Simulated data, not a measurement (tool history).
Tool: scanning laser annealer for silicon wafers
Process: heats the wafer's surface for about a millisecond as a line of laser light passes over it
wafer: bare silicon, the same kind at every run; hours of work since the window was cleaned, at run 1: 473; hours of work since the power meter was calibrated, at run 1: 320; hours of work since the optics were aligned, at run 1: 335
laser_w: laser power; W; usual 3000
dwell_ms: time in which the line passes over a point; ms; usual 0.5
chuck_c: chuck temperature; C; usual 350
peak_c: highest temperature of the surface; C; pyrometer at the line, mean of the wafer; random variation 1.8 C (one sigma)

run   hour  laser_w  dwell_ms  chuck_c  hours of work since the window was cleaned  hours of work since the power meter was calibrated  hours of work since the optics were aligned  peak_c
  1      0     3000       0.5      350                                         473                                                 320                                          335    1026
  2     26     3000       0.5      350                                         485                                                 332                                          348    1028
  3   38.5     3000       0.5      350                                         491                                                 338                                          354    1030
  4   58.8     3000       0.5      350                                         501                                                 348                                          363    1025
  5   76.7     3000     0.447      350                                         510                                                 357                                          372     988
  6   87.8     3000     0.605      350                                         515                                                 362                                          377    1096
  7  100.1     3000     0.605      350                                         521                                                 368                                          383    1095
  8  122.5     3000       0.5      350                                         532                                                 379                                          394    1027
  9  133.6     3000       0.5      350                                         537                                                 384                                          399    1025
 10  154.6     3000       0.5      342                                         547                                                 394                                          409    1013
 11  174.8     3000       0.5      342                                         557                                                 404                                          419    1016
     179.6  -- laser's power meter calibrated
 12    204     3000     0.386      350                                         570                                                  12                                          432     941
 13  225.5     3000     0.378      312                                         580                                                  22                                          442     892
 14  245.5     3000      0.36      312                                         590                                                  32                                          452     881
 15  263.1     3000      0.36      312                                         598                                                  40                                          460     878
 16  286.9     2604     0.564      312                                         610                                                  52                                          472     909
     291.4  -- laser's power meter calibrated, once more
 17  302.6     2604     0.437      312                                         616                                                   5                                          478     840
 18  326.6     3185     0.533      350                                         627                                                  17                                          489    1098
 19  348.1     3168     0.533      350                                         638                                                  27                                          500    1096
 20  370.9     3168     0.533      350                                         649                                                  38                                          511    1094
 21  383.9     3067     0.582      350                                         655                                                  45                                          517    1098
 22  409.6     2794     0.508      350                                         667                                                  57                                          529     973
 23  432.6     2794     0.508      350                                         678                                                  68                                          540     969
 24  450.5     2906     0.513      344                                         687                                                  77                                          549     995

3 ways to go on from here, each from the tool as it stands after run 24. What would each give?
  A  465.3     3180     0.611      313                                         694                                                  84                                          556       ?
  B  465.3     2555     0.461      319                                         694                                                  84                                          556       ?
  C  465.3     2906     0.513      350                                         694                                                  84                                          556       ?

run  peak_c
  A    1114
  B     846
  C    1006
Without the tool's hidden state the same runs would have given:
run  peak_c
  A    1153
  B     872
  C    1038
